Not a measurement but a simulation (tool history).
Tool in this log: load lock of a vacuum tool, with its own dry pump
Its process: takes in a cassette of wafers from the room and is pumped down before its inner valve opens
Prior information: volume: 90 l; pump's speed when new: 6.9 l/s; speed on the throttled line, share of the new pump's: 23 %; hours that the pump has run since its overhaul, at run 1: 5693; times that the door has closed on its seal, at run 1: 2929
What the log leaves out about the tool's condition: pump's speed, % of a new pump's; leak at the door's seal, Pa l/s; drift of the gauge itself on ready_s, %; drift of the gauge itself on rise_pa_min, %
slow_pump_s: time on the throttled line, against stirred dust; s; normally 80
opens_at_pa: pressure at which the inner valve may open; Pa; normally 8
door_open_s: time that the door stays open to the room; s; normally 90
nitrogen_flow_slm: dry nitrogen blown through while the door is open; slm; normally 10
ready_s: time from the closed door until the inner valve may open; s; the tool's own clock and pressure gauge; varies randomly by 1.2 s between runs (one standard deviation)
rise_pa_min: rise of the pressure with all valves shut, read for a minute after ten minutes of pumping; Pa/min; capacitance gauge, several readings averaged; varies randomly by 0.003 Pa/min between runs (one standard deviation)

| run | day | slow_pump_s | opens_at_pa | door_open_s | nitrogen_flow_slm | hours that the pump has run since its overhaul | times that the door has closed on its seal | incoming humidity of the room's air, % | ready_s | rise_pa_min |
|---|---|---|---|---|---|---|---|---|---|---|
| 1 | 0.000 | 80 | 8 | 90 | 10 | 5693 | 2929 | 47.9 | 190.1 | 0.038 |
| 2 | 3.021 | 80 | 8 | 90 | 10 | 5766 | 3111 | 46.6 | 190.6 | 0.038 |
| 3 | 6.429 | 80 | 8 | 90 | 10 | 5847 | 3316 | 43.8 | 191.2 | 0.037 |
| 4 | 10.033 | 80 | 8 | 90 | 10 | 5934 | 3533 | 46.7 | 190.7 | 0.041 |
| 5 | 12.708 | 80 | 8 | 90 | 10 | 5998 | 3694 | 40.2 | 188.9 | 0.035 |
| 6 | 14.888 | 80 | 7 | 90 | 10 | 6050 | 3825 | 47.7 | 194.7 | 0.039 |
| 7 | 17.312 | 80 | 7 | 90 | 10 | 6109 | 3971 | 45.2 | 193.0 | 0.040 |
| 8 | 20.662 | 80 | 8 | 90 | 10 | 6189 | 4173 | 46.5 | 191.0 | 0.039 |
| 9 | 25.079 | 80 | 8 | 90 | 10 | 6295 | 4438 | 46.0 | 193.5 | 0.037 |
| 10 | 28.912 | 80 | 8 | 90 | 10 | 6387 | 4669 | 42.9 | 190.4 | 0.039 |
| 11 | 32.792 | 80 | 8 | 90 | 10 | 6480 | 4902 | 43.7 | 192.5 | 0.047 |
| 12 | 36.100 | 80 | 8 | 90 | 10 | 6560 | 5101 | 46.5 | 191.1 | 0.042 |
| 13 | 38.317 | 80 | 8 | 90 | 12 | 6613 | 5235 | 41.5 | 194.9 | 0.038 |
| 14 | 41.354 | 80 | 8 | 90 | 8 | 6686 | 5417 | 42.6 | 193.5 | 0.042 |
| 15 | 43.525 | 80 | 8 | 90 | 8 | 6738 | 5548 | 44.7 | 192.1 | 0.042 |
| 16 | 46.846 | 80 | 8 | 90 | 8 | 6817 | 5748 | 46.2 | 191.3 | 0.047 |
| 17 | 49.629 | 129 | 8 | 90 | 10 | 6884 | 5915 | 46.8 | 228.6 | 0.049 |
| 18 | 53.358 | 129 | 7 | 90 | 10 | 6974 | 6140 | 45.7 | 233.4 | 0.048 |
| 19 | 57.762 | 80 | 8 | 90 | 9 | 7079 | 6405 | 47.0 | 190.7 | 0.046 |
| 20 | 62.171 | 51 | 8 | 90 | 9 | 7185 | 6670 | 44.4 | 171.1 | 0.046 |
| 21 | 64.471 | 105 | 8 | 90 | 10 | 7240 | 6808 | 46.0 | 212.0 | 0.046 |
| 22 | 68.942 | 105 | 8 | 90 | 10 | 7348 | 7077 | 39.2 | 211.0 | 0.044 |
| 23 | 72.862 | 105 | 14 | 90 | 36 | 7442 | 7313 | 44.9 | 202.6 | 0.034 |
| 24 | 75.775 | 80 | 7 | 90 | 10 | 7512 | 7488 | 46.0 | 194.5 | 0.045 |
| 25 | 77.892 | 80 | 14 | 90 | 25 | 7563 | 7616 | 44.9 | 184.1 | 0.045 |
| 26 | 81.671 | 147 | 11 | 90 | 10 | 7653 | 7843 | 43.8 | 237.6 | 0.054 |
| 27 | 84.717 | 80 | 8 | 183 | 25 | 7726 | 8026 | 45.6 | 193.6 | 0.058 |
| 28 | 86.975 | 80 | 8 | 183 | 25 | 7781 | 8162 | 45.8 | 191.9 | 0.062 |
| 29 | 92.017 | 141 | 7 | 39 | 6 | 7901 | 8465 | 46.9 | 238.0 | 0.040 |
| 30 | 96.346 | 80 | 14 | 38 | 19 | 8005 | 8726 | 45.2 | 184.7 | 0.041 |
| 31 | 101.079 | 80 | 14 | 38 | 19 | 8119 | 9011 | 45.2 | 186.6 | 0.040 |
| 32 | 105.596 | 41 | 12 | 153 | 4 | 8227 | 9282 | 46.6 | 156.1 | 0.085 |
| 33 | 108.067 | 41 | 12 | 153 | 4 | 8287 | 9431 | 47.9 | 158.4 | 0.078 |
| 34 | 112.321 | 41 | 12 | 153 | 4 | 8389 | 9687 | 42.4 | 158.9 | 0.080 |
| 35 | 117.292 | 48 | 8 | 170 | 10 | 8508 | 9986 | 48.4 | 169.6 | 0.082 |
| 36 | 122.329 | 44 | 11 | 90 | 10 | 8629 | 10289 | 43.4 | 160.6 | 0.061 |
| 37 | 125.358 | 44 | 10 | 52 | 10 | 8702 | 10471 | 46.6 | 164.8 | 0.055 |

Branching from run 37: 4 alternative next runs. What would each branch give?
| A | 129.179 | 80 | 8 | 56 | 36 | 8793 | 10701 | 45.3 | ? | ? |
| B | 129.179 | 44 | 10 | 132 | 30 | 8793 | 10701 | 45.8 | ? | ? |
| C | 129.179 | 80 | 11 | 138 | 16 | 8793 | 10701 | 43.4 | ? | ? |
| D | 129.179 | 109 | 10 | 27 | 7 | 8793 | 10701 | 43.6 | ? | ? |

| run | ready_s | rise_pa_min |
|---|---|---|
| A | 195.6 | 0.042 |
| B | 163.5 | 0.062 |
| C | 191.3 | 0.069 |
| D | 212.5 | 0.043 |
With no hidden state in the tool, these same runs would have given:
| run | ready_s | rise_pa_min |
|---|---|---|
| A | 186.2 | 0.010 |
| B | 153.9 | 0.029 |
| C | 182.4 | 0.037 |
| D | 204.3 | 0.011 |

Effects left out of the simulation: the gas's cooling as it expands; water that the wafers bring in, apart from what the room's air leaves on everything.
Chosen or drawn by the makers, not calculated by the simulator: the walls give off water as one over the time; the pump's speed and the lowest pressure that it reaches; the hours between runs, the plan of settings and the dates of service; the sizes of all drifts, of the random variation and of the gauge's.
